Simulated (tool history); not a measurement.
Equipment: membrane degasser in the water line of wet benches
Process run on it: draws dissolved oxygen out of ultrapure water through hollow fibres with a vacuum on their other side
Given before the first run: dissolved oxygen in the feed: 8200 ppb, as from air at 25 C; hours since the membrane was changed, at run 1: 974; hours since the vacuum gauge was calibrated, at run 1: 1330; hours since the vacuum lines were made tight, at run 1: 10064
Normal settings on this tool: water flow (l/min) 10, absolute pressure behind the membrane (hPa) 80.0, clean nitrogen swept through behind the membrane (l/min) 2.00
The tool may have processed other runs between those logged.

run	hour	water flow (l/min)	absolute pressure behind the membrane (hPa)	clean nitrogen swept through behind the membrane (l/min)	hours since the membrane was changed	hours since the vacuum gauge was calibrated	hours since the vacuum lines were made tight	dissolved oxygen in the water behind the degasser (ppb)	pressure that the water loses in the fibres (hPa)
1	0.0	10	80.0	2.00	974	1330	10064	269.6	646.2
2	110.5	10	80.0	0.93	1084	1441	10174	325.1	653.0
3	225.6	10	80.0	0.93	1199	1556	10289	328.8	651.4
4	288.2	10	80.0	2.00	1262	1619	10352	268.8	654.5
5	402.0	10	77.2	2.00	1376	1732	10466	262.4	650.7
6	512.2	10	80.0	2.00	1486	1842	10576	265.8	647.0
7	623.2	10	80.0	2.00	1597	1954	10687	273.7	651.8
8	739.6	10	80.0	2.00	1714	2070	10803	272.3	652.9
9	856.7	10	80.0	2.00	1831	2187	10920	270.5	653.8
10	977.3	10	80.0	2.00	1951	2308	11041	270.3	651.2
11	1062.1	9	80.0	4.72	2036	2392	11126	175.9	584.4
12	1185.8	10	110.7	2.00	2160	2516	11249	308.6	649.6
13	1276.7	10	71.3	4.31	2251	2607	11340	232.5	652.1
14	1380.6	10	94.3	2.05	2354	2711	11444	289.1	651.3
15	1471.5	10	94.3	2.05	2445	2802	11535	290.8	654.1
16	1539.7	10	94.3	2.05	2514	2870	11603	281.8	652.4
17	1664.5	10	94.3	2.05	2638	2995	11728	289.2	651.2
18	1762.7	10	94.3	2.05	2737	3093	11826	287.7	652.6
19	1860.3	10	94.3	2.05	2834	3191	11924	287.2	658.9

Here are 3 independent what-if runs from the current tool condition. What would each one return?
A	1942.0	9	58.5	1.01	2916	3272	12006	?	?
B	1942.0	10	50.1	2.05	2916	3272	12006	?	?
C	1942.0	11	184.2	4.10	2916	3272	12006	?	?

run	dissolved oxygen in the water behind the degasser (ppb)	pressure that the water loses in the fibres (hPa)
A	211.7	591.9
B	234.8	653.6
C	381.0	716.7
Take away the tool's hidden state, keep each run's random variation, and the runs would have read:
run	dissolved oxygen in the water behind the degasser (ppb)	pressure that the water loses in the fibres (hPa)
A	199.6	586.5
B	224.8	647.6
C	364.7	710.2
